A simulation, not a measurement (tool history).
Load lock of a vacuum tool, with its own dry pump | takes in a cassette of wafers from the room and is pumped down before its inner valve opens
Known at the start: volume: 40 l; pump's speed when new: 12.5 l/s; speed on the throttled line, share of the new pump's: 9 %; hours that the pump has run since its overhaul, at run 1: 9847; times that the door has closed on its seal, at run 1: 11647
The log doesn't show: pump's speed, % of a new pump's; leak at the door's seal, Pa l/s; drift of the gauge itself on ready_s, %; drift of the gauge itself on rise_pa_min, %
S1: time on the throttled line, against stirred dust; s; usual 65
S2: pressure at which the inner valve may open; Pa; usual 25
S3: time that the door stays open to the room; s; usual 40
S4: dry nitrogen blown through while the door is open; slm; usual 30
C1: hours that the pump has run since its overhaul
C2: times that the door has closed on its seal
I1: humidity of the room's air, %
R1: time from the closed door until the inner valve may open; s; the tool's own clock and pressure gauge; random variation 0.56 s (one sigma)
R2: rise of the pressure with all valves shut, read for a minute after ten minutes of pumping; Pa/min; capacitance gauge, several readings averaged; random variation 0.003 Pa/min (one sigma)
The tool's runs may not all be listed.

run	day	S1	S2	S3	S4	C1	C2	I1	R1	R2
1	0.000	65	25	40	30	9847	11647	44.5	88.5	0.055
2	5.046	65	25	40	30	9968	12229	46.3	87.9	0.061
3	13.979	65	25	40	30	10183	13257	41.2	87.6	0.059
4	19.158	65	25	40	30	10307	13853	47.0	89.3	0.068
5	29.933	65	25	40	30	10566	15094	47.0	89.2	0.065
6	38.917	118	25	40	30	10781	16129	43.4	136.4	0.072
7	47.117	65	25	40	30	10978	17073	44.3	88.5	0.071
8	54.083	65	25	40	30	11145	17876	41.6	88.4	0.077
9	59.142	65	25	40	30	11267	18458	43.5	88.4	0.081
10	68.767	65	25	40	30	11498	19566	47.7	88.8	0.087
11	76.312	65	25	40	30	11679	20435	45.9	89.6	0.089
12	82.154	65	25	40	30	11819	21108	47.3	89.5	0.089
13	88.908	65	25	40	30	11981	21886	46.1	88.3	0.095
14	97.767	65	25	40	30	12194	22906	44.7	89.5	0.099
15	105.546	65	25	40	30	12380	23802	47.1	88.9	0.099
16	115.879	65	25	40	30	12628	24992	47.8	88.8	0.106
17	125.704	65	25	40	30	12864	26123	45.8	88.5	0.108
18	132.292	47	25	40	45	13022	26882	43.9	72.8	0.112
19	141.658	47	25	40	45	13247	27960	45.5	72.9	0.118
20	148.846	47	25	40	45	13420	28788	46.6	74.3	0.119
21	158.412	76	38	220	30	13649	29890	46.8	97.0	0.189
22	168.371	113	28	31	9	13888	31036	43.2	131.3	0.148
23	177.604	65	25	75	30	14110	32099	44.6	90.3	0.156
24	187.817	65	25	75	30	14355	33276	43.5	90.6	0.169
25	197.792	76	25	40	19	14594	34425	47.9	99.0	0.168
26	203.021	42	23	40	30	14720	35026	46.5	70.1	0.168
27	208.850	61	20	40	10	14860	35698	43.5	86.8	0.179
28	215.833	61	20	40	10	15027	36502	44.9	86.6	0.184

3 ways to go on from here, each from the tool as it stands after run 28. What would each give?
A	221.133	65	25	82	30	15155	37113	43.8	?	?
B	221.133	61	20	36	9	15155	37113	44.8	?	?
C	221.133	36	43	40	10	15155	37113	40.7	?	?

run	R1	R2
A	90.4	0.188
B	87.6	0.187
C	62.2	0.184
Without the tool's hidden state the same runs would have given:
run	R1	R2
A	86.1	0.043
B	83.0	0.043
C	57.7	0.040
